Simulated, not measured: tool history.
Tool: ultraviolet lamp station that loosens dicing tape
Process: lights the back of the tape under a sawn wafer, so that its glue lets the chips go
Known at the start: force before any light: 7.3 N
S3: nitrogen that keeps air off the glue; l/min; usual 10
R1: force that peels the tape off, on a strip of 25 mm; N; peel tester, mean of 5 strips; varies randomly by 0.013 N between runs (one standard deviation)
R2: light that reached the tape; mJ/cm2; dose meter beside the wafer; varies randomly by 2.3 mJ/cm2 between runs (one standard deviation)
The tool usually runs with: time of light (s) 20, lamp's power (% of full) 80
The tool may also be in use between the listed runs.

run 1 day=0 | time_of_light_(s)=20 lamp's_power_(%_of_full)=80 S3=10 | R1=0.711 R2=203
run 2 day=0.538 | time_of_light_(s)=20 lamp's_power_(%_of_full)=80 S3=10 | R1=0.729 R2=203
run 3 day=0.942 | time_of_light_(s)=20 lamp's_power_(%_of_full)=80 S3=10 | R1=0.709 R2=202
run 4 day=1.221 | time_of_light_(s)=20 lamp's_power_(%_of_full)=80 S3=10 | R1=0.705 R2=199
run 5 day=1.708 | time_of_light_(s)=20 lamp's_power_(%_of_full)=80 S3=10 | R1=0.73 R2=200
run 6 day=2.075 | time_of_light_(s)=20 lamp's_power_(%_of_full)=69 S3=10 | R1=0.935 R2=174
run 7 day=2.417 | time_of_light_(s)=20 lamp's_power_(%_of_full)=80 S3=10 | R1=0.74 R2=197
run 8 day=2.892 | time_of_light_(s)=20 lamp's_power_(%_of_full)=62 S3=10 | R1=1.168 R2=154
run 9 day=3.112 | time_of_light_(s)=20 lamp's_power_(%_of_full)=90 S3=10 | R1=0.599 R2=216
run 10 day=3.617 | time_of_light_(s)=20 lamp's_power_(%_of_full)=90 S3=4 | R1=0.938 R2=221
run 11 day=3.908 | time_of_light_(s)=20 lamp's_power_(%_of_full)=90 S3=4 | R1=0.932 R2=219
run 12 day=4.25 | time_of_light_(s)=25 lamp's_power_(%_of_full)=65 S3=16 | R1=0.641 R2=193
run 13 day=4.675 | time_of_light_(s)=25 lamp's_power_(%_of_full)=82 S3=10 | R1=0.48 R2=242
run 14 day=5.192 | time_of_light_(s)=33 lamp's_power_(%_of_full)=94 S3=10 | R1=0.265 R2=366
run 15 day=5.633 | time_of_light_(s)=20 lamp's_power_(%_of_full)=60 S3=10 | R1=1.342 R2=142
run 16 day=5.979 | time_of_light_(s)=20 lamp's_power_(%_of_full)=68 S3=3 | R1=1.736 R2=160
run 17 day=6.5 | time_of_light_(s)=26 lamp's_power_(%_of_full)=80 S3=7 | R1=0.601 R2=241

The same runs without the tool's hidden state, with the same run-to-run variation:
The hidden state here: lamp's light, % of a new lamp's; light that the window lets through, % of a clean one's; drift of the gauge itself on peel_n, %; drift of the gauge itself on dose_mj_cm2, %.
run=1 R1=0.612 R2=220
run=2 R1=0.617 R2=221
run=3 R1=0.593 R2=222
run=4 R1=0.587 R2=220
run=5 R1=0.6 R2=222
run=6 R1=0.767 R2=194
run=7 R1=0.597 R2=222
run=8 R1=0.949 R2=174
run=9 R1=0.475 R2=245
run=10 R1=0.738 R2=252
run=11 R1=0.729 R2=251
run=12 R1=0.492 R2=223
run=13 R1=0.37 R2=282
run=14 R1=0.234 R2=428
run=15 R1=1.026 R2=167
run=16 R1=1.362 R2=189
run=17 R1=0.435 R2=288

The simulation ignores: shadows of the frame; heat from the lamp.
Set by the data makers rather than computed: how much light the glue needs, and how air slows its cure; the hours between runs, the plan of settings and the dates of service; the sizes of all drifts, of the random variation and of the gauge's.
